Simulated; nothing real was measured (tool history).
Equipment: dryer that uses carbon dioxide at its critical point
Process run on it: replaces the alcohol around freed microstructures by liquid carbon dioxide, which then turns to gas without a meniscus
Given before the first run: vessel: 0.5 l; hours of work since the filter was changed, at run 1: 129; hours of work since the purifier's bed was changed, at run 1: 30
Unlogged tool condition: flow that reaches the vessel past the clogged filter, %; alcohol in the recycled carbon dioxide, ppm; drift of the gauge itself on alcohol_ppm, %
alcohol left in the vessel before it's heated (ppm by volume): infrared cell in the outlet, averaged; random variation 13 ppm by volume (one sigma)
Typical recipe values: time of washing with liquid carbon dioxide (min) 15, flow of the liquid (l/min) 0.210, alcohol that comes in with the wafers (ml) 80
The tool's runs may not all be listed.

run   hour  time of washing with liquid carbon dioxide (min)  flow of the liquid (l/min)  alcohol that comes in with the wafers (ml)  hours of work since the filter was changed  hours of work since the purifier's bed was changed  alcohol left in the vessel before it's heated (ppm by volume)
  1    0.0                                                15                       0.210                                          80                                         129                                                  30                                                           1209
  2   14.8                                                15                       0.210                                          80                                         136                                                  37                                                           1253
  3   29.5                                                15                       0.210                                          80                                         143                                                  44                                                           1261
  4   37.7                                                15                       0.210                                          80                                         147                                                  48                                                           1235
  5   54.3                                                24                       0.210                                          80                                         155                                                  56                                                             82
  6   70.3                                                24                       0.210                                          80                                         163                                                  64                                                             88
  7   77.6                                                24                       0.210                                          80                                         167                                                  68                                                             90
  8   91.0                                                24                       0.210                                          80                                         173                                                  74                                                             91
  9  104.4                                                23                       0.210                                          80                                         180                                                  81                                                            116
 10  118.1                                                15                       0.210                                          73                                         187                                                  88                                                           1352
 11  130.1                                                15                       0.210                                          80                                         192                                                  93                                                           1450
 12  142.0                                                15                       0.225                                          80                                         198                                                  99                                                           1050
 13  156.4                                                15                       0.210                                          80                                         205                                                 106                                                           1579
 14  168.7                                                15                       0.210                                          80                                         211                                                 112                                                           1549
 15  184.6                                                15                       0.191                                          80                                         219                                                 120                                                           2526
 16  194.1                                                15                       0.191                                          80                                         224                                                 125                                                           2484
 17  206.4                                                15                       0.210                                          80                                         230                                                 131                                                           1693
 18  222.5                                                15                       0.210                                          80                                         238                                                 139                                                           1719
     234.6  -- inlet filter changed
 19  234.6                                                15                       0.210                                          80                                           0                                                 144                                                            792
 20  250.1                                                15                       0.210                                          80                                           8                                                 152                                                            786
 21  265.9                                                15                       0.210                                          25                                          15                                                 159                                                            266
 22  279.1                                                15                       0.210                                          25                                          22                                                 166                                                            282
 23  292.7                                                16                       0.210                                          80                                          28                                                 173                                                            601
 24  299.8                                                16                       0.210                                          80                                          32                                                 176                                                            614
 25  311.4                                                16                       0.210                                          80                                          38                                                 182                                                            629
 26  322.9                                                16                       0.210                                          80                                          43                                                 187                                                            649
 27  331.2                                                18                       0.156                                          70                                          47                                                 191                                                           1445
 28  342.4                                                18                       0.210                                          81                                          53                                                 197                                                            351
 29  355.1                                                21                       0.133                                          81                                          59                                                 203                                                           1850
 30  365.4                                                21                       0.133                                          81                                          64                                                 208                                                           1884
 31  373.1                                                21                       0.133                                          81                                          68                                                 212                                                           1852
 32  387.2                                                21                       0.133                                          81                                          75                                                 219                                                           1882
 33  396.2                                                20                       0.260                                          40                                          79                                                 223                                                             40
 34  405.6                                                22                       0.260                                          40                                          84                                                 228                                                             34
 35  418.8                                                 9                       0.314                                          40                                          90                                                 234                                                            843
 36  433.0                                                 9                       0.314                                          40                                          97                                                 241                                                            830
 37  446.3                                                20                       0.286                                          23                                         104                                                 248                                                             21
 38  459.4                                                21                       0.318                                          31                                         110                                                 254                                                             18
 39  468.9                                                13                       0.162                                          80                                         115                                                 259                                                           5933
 40  480.1                                                13                       0.162                                          80                                         120                                                 264                                                           6035
 41  490.5                                                23                       0.259                                          80                                         125                                                 269                                                             38
 42  501.2                                                23                       0.259                                          80                                         130                                                 274                                                             39
 43  509.8                                                23                       0.259                                          80                                         135                                                 279                                                             28
 44  518.6                                                12                       0.264                                          80                                         139                                                 283                                                           1153

Branching from run 44: 3 alternative next runs. What would each branch give?
  A  534.4                                                12                       0.126                                          24                                         147                                                 291                                                              ?
  B  534.4                                                15                       0.335                                         101                                         147                                                 291                                                              ?
  C  534.4                                                20                       0.159                                          21                                         147                                                 291                                                              ?

run  alcohol left in the vessel before it's heated (ppm by volume)
  A                                                           4765
  B                                                            104
  C                                                            331
With no hidden state in the tool, these same runs would have given:
run  alcohol left in the vessel before it's heated (ppm by volume)
  A                                                           3808
  B                                                             44
  C                                                            193

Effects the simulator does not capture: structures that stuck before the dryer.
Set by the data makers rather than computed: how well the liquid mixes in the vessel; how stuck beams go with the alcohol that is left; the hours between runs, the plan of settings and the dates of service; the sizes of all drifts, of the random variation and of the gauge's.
